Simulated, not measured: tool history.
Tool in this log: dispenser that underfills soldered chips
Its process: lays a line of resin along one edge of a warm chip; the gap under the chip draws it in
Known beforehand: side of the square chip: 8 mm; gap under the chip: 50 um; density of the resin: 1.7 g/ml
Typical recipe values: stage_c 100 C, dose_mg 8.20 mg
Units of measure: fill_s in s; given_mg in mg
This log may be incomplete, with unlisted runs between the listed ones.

run  hour  stage_c  dose_mg  fill_s  given_mg
  1   0.0      100     8.20    72.6      7.63
  2   4.9      100     8.20    84.2      7.66
  3  10.8      100     8.20   101.8      7.76
  4  14.0      100     8.05   111.3      7.54
     15.9  -- new syringe of resin
  5  18.2      100     8.05    83.4      7.51
  6  21.6      100     8.05    88.9      7.44
  7  28.9      100     8.05   113.3      7.45
     31.8  -- new syringe of resin
  8  32.1      100     8.05    75.1      7.51
  9  35.5       89     8.05   117.8      7.40
     37.4  -- dispensing valve cleaned and set on the balance
 10  42.0      107     9.07    78.7      9.04
 11  45.8      107     9.07    91.1      9.02
     48.8  -- new syringe of resin
 12  53.3      103     8.76    78.7      8.60
 13  59.4      115     9.08    68.8      8.95
     64.8  -- new syringe of resin
 14  66.0       92     7.79    97.7      7.69
 15  69.1       92     7.79   107.8      7.70
 16  74.5      108     7.67    79.6      7.46

Per-run results on a tool with no hidden state, each run keeping its own random variation:
The hidden state here: resin's viscosity, % of fresh resin's; dose that the valve gives, % of what is set; true chip temperature over the reading, C; drift of the gauge itself on fill_s, %; drift of the gauge itself on given_mg, %.
run  fill_s  given_mg
  1    70.9      8.14
  2    71.2      8.20
  3    72.6      8.32
  4    72.1      8.11
  5    73.3      8.09
  6    70.6      8.04
  7    72.7      8.07
  8    70.5      8.15
  9    99.7      8.06
 10    57.9      9.06
 11    60.1      9.07
 12    65.9      8.69
 13    48.5      9.07
 14    92.7      7.82
 15    93.2      7.84
 16    59.1      7.62
